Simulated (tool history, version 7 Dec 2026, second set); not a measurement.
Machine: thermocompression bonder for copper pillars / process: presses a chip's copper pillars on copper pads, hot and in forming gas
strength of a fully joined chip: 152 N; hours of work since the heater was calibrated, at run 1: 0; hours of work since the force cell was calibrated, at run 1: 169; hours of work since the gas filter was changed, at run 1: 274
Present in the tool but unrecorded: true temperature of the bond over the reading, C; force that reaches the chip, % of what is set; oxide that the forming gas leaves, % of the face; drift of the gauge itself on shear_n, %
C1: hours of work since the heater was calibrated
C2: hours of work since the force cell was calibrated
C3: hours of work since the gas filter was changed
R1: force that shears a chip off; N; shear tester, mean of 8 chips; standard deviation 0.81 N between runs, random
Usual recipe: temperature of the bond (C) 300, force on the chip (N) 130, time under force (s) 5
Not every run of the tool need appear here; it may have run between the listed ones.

{"run": 1, "hour": 0.0, "temperature of the bond (C)": 300, "force on the chip (N)": 130, "time under force (s)": 5, "C1": 0, "C2": 169, "C3": 274, "R1": 60.5}
{"run": 2, "hour": 17.6, "temperature of the bond (C)": 300, "force on the chip (N)": 130, "time under force (s)": 5, "C1": 8, "C2": 177, "C3": 282, "R1": 58.8}
{"run": 3, "hour": 40.9, "temperature of the bond (C)": 300, "force on the chip (N)": 130, "time under force (s)": 5, "C1": 19, "C2": 188, "C3": 293, "R1": 58.6}
{"run": 4, "hour": 56.0, "temperature of the bond (C)": 300, "force on the chip (N)": 130, "time under force (s)": 5, "C1": 26, "C2": 195, "C3": 300, "R1": 59.0}
{"run": 5, "hour": 76.8, "temperature of the bond (C)": 300, "force on the chip (N)": 130, "time under force (s)": 5, "C1": 35, "C2": 205, "C3": 309, "R1": 59.0}
{"run": 6, "hour": 90.0, "temperature of the bond (C)": 300, "force on the chip (N)": 130, "time under force (s)": 3, "C1": 41, "C2": 211, "C3": 315, "R1": 48.4}
{"run": 7, "hour": 115.1, "temperature of the bond (C)": 300, "force on the chip (N)": 130, "time under force (s)": 3, "C1": 53, "C2": 222, "C3": 327, "R1": 49.1}
{"run": 8, "hour": 141.3, "temperature of the bond (C)": 300, "force on the chip (N)": 130, "time under force (s)": 3, "C1": 65, "C2": 234, "C3": 339, "R1": 47.6}
{"run": 9, "hour": 165.0, "temperature of the bond (C)": 312, "force on the chip (N)": 131, "time under force (s)": 15, "C1": 76, "C2": 245, "C3": 350, "R1": 91.9}
{"run": 10, "hour": 191.4, "temperature of the bond (C)": 287, "force on the chip (N)": 131, "time under force (s)": 15, "C1": 88, "C2": 257, "C3": 362, "R1": 76.3}
{"run": 11, "hour": 208.5, "temperature of the bond (C)": 287, "force on the chip (N)": 178, "time under force (s)": 3, "C1": 95, "C2": 265, "C3": 370, "R1": 57.1}
{"run": 12, "hour": 220.9, "temperature of the bond (C)": 275, "force on the chip (N)": 163, "time under force (s)": 4, "C1": 101, "C2": 271, "C3": 375, "R1": 52.2}

Forecast each of these 5 alternatives for the next run:
{"run": "A", "hour": 235.2, "temperature of the bond (C)": 282, "force on the chip (N)": 163, "time under force (s)": 13, "C1": 108, "C2": 277, "C3": 382, "R1": "?"}
{"run": "B", "hour": 235.2, "temperature of the bond (C)": 300, "force on the chip (N)": 130, "time under force (s)": 6, "C1": 108, "C2": 277, "C3": 382, "R1": "?"}
{"run": "C", "hour": 235.2, "temperature of the bond (C)": 307, "force on the chip (N)": 163, "time under force (s)": 5, "C1": 108, "C2": 277, "C3": 382, "R1": "?"}
{"run": "D", "hour": 235.2, "temperature of the bond (C)": 309, "force on the chip (N)": 166, "time under force (s)": 6, "C1": 108, "C2": 277, "C3": 382, "R1": "?"}
{"run": "E", "hour": 235.2, "temperature of the bond (C)": 272, "force on the chip (N)": 159, "time under force (s)": 9, "C1": 108, "C2": 277, "C3": 382, "R1": "?"}

run=A R1=85.1
run=B R1=62.7
run=C R1=75.7
run=D R1=82.2
run=E R1=66.2
Had the tool no hidden state, the same runs would have come out as:
run=A R1=94.1
run=B R1=69.6
run=C R1=83.8
run=D R1=90.8
run=E R1=73.5

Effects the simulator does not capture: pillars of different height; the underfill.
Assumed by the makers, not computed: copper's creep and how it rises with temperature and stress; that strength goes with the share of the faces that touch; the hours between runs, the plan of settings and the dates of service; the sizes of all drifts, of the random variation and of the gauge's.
